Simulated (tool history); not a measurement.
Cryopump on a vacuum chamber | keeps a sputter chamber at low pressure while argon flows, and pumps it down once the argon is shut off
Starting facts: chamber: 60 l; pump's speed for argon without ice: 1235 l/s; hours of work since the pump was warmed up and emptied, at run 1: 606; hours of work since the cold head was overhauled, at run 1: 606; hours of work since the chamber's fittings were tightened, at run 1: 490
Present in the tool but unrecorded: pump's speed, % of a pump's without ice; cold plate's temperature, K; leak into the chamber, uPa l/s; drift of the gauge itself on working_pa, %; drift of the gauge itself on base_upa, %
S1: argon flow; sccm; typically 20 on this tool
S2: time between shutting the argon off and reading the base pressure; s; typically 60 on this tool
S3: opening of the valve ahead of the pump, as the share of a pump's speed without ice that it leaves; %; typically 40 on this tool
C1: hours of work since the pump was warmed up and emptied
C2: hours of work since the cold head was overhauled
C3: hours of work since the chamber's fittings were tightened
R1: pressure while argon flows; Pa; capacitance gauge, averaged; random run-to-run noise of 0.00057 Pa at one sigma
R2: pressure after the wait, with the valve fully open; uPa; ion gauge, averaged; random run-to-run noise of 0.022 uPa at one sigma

Run 1, hour 0.0: usual settings; C1 606; C2 606; C3 490. Result: R1 0.0730 Pa, R2 2.08 uPa.
Run 2, hour 33.5: usual settings; C1 635; C2 635; C3 518. Result: R1 0.0723 Pa, R2 2.10 uPa.
At hour 64.1: pump warmed up, emptied and cooled again.
Run 3, hour 73.6: usual settings; C1 8; C2 665; C3 548. Result: R1 0.0686 Pa, R2 2.07 uPa.
Run 4, hour 95.8: usual settings; C1 27; C2 684; C3 567. Result: R1 0.0677 Pa, R2 2.01 uPa.
Run 5, hour 138.0: usual settings; C1 63; C2 720; C3 603. Result: R1 0.0694 Pa, R2 2.11 uPa.
Run 6, hour 180.0: usual settings; C1 99; C2 756; C3 639. Result: R1 0.0688 Pa, R2 2.15 uPa.
Run 7, hour 202.1: usual settings; C1 118; C2 774; C3 658. Result: R1 0.0698 Pa, R2 2.29 uPa.
Run 8, hour 222.8: usual settings; C1 136; C2 792; C3 676. Result: R1 0.0704 Pa, R2 2.27 uPa.
Run 9, hour 241.1: usual settings; C1 151; C2 808; C3 691. Result: R1 0.0691 Pa, R2 2.37 uPa.
Run 10, hour 259.2: usual settings but S2 20 s; C1 167; C2 823; C3 707. Result: R1 0.0699 Pa, R2 3.28 uPa.
Run 11, hour 278.4: usual settings but S2 25 s; C1 183; C2 840; C3 723. Result: R1 0.0701 Pa, R2 3.05 uPa.
Run 12, hour 297.0: usual settings but S2 25 s; C1 199; C2 856; C3 739. Result: R1 0.0701 Pa, R2 3.14 uPa.
Run 13, hour 340.6: usual settings but S2 25 s; C1 236; C2 893; C3 777. Result: R1 0.0703 Pa, R2 3.23 uPa.
Run 14, hour 363.6: usual settings but S1 10 sccm, S2 28 s; C1 256; C2 913; C3 796. Result: R1 0.0344 Pa, R2 3.23 uPa.
Run 15, hour 402.3: usual settings but S1 10 sccm, S2 28 s, S3 56 %; C1 289; C2 946; C3 829. Result: R1 0.0254 Pa, R2 3.12 uPa.
Run 16, hour 446.2: usual settings but S1 21 sccm, S3 28 %; C1 327; C2 983; C3 867. Result: R1 0.1054 Pa, R2 2.91 uPa.
Run 17, hour 472.6: usual settings but S1 21 sccm, S2 72 s, S3 28 %; C1 349; C2 1006; C3 889. Result: R1 0.1050 Pa, R2 2.88 uPa.
Run 18, hour 496.9: usual settings but S1 21 sccm, S2 237 s; C1 370; C2 1027; C3 910. Result: R1 0.0742 Pa, R2 2.58 uPa.
Run 19, hour 521.0: usual settings but S1 21 sccm, S2 237 s; C1 391; C2 1047; C3 931. Result: R1 0.0757 Pa, R2 2.74 uPa.
Run 20, hour 546.9: usual settings but S2 23 s, S3 30 %; C1 413; C2 1069; C3 953. Result: R1 0.0940 Pa, R2 3.72 uPa.
Run 21, hour 570.3: usual settings but S2 260 s, S3 55 %; C1 433; C2 1089; C3 973. Result: R1 0.0525 Pa, R2 2.87 uPa.
Run 22, hour 613.2: usual settings but S1 16 sccm, S2 54 s, S3 58 %; C1 470; C2 1126; C3 1010. Result: R1 0.0393 Pa, R2 3.36 uPa.
Run 23, hour 634.7: usual settings but S3 17 %; C1 488; C2 1145; C3 1028. Result: R1 0.1646 Pa, R2 3.36 uPa.
Run 24, hour 654.3: usual settings but S2 25 s; C1 505; C2 1161; C3 1045. Result: R1 0.0718 Pa, R2 4.09 uPa.
Run 25, hour 694.6: usual settings but S2 92 s; C1 539; C2 1196; C3 1079. Result: R1 0.0723 Pa, R2 3.38 uPa.

Alternative continuations, all from the tool just after run 25; predict every row:
Run A, hour 737.4: usual settings but S2 117 s; C1 576; C2 1232; C3 1116. Result: R1 ?, R2 ?.
Run B, hour 737.4: usual settings but S1 31 sccm; C1 576; C2 1232; C3 1116. Result: R1 ?, R2 ?.
Run C, hour 737.4: usual settings but S1 38 sccm, S3 23 %; C1 576; C2 1232; C3 1116. Result: R1 ?, R2 ?.

run      R1    R2
  A  0.0723  3.48
  B  0.1117  3.70
  C  0.2330  3.61
Had the tool no hidden state, the same runs would have come out as:
run      R1    R2
  A  0.0680  0.45
  B  0.1051  0.67
  C  0.2250  0.63
